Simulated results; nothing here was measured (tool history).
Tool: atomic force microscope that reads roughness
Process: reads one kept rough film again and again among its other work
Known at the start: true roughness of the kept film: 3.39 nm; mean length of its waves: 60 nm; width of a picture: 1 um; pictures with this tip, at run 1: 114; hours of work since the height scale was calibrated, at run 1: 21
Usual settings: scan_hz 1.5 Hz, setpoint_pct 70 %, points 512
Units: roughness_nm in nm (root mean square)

run	hour	scan_hz	setpoint_pct	points	pictures with this tip	hours of work since the height scale was calibrated	roughness_nm
1	0	1.5	70	512	114	21	2.881
# hour 7.2: new tip fitted
2	21	1.5	70	512	22	33	3.032
3	43.7	1.17	70	512	59	46	3.026
4	54.6	1.17	70	508	77	53	3.004
5	67.9	1.17	70	508	99	60	2.983
6	81.3	1.17	70	508	121	68	2.912
# hour 82.9: new tip fitted
7	96.2	1.17	70	508	22	76	3.061
8	118.4	0.81	63	847	58	89	3.148
# hour 120.6: height scale calibrated on a step standard
9	141.5	1.5	70	570	95	12	2.949
# hour 158.6: new tip fitted
10	158.6	1.5	70	570	0	22	3.059

Run 11 comes next. What will it give?
11	168.6	1.5	70	570	16	28	?

Run 11 gave roughness_nm 3.056 nm (root mean square).
Without the tool's hidden state the same run would have given roughness_nm 3.076 nm (root mean square).
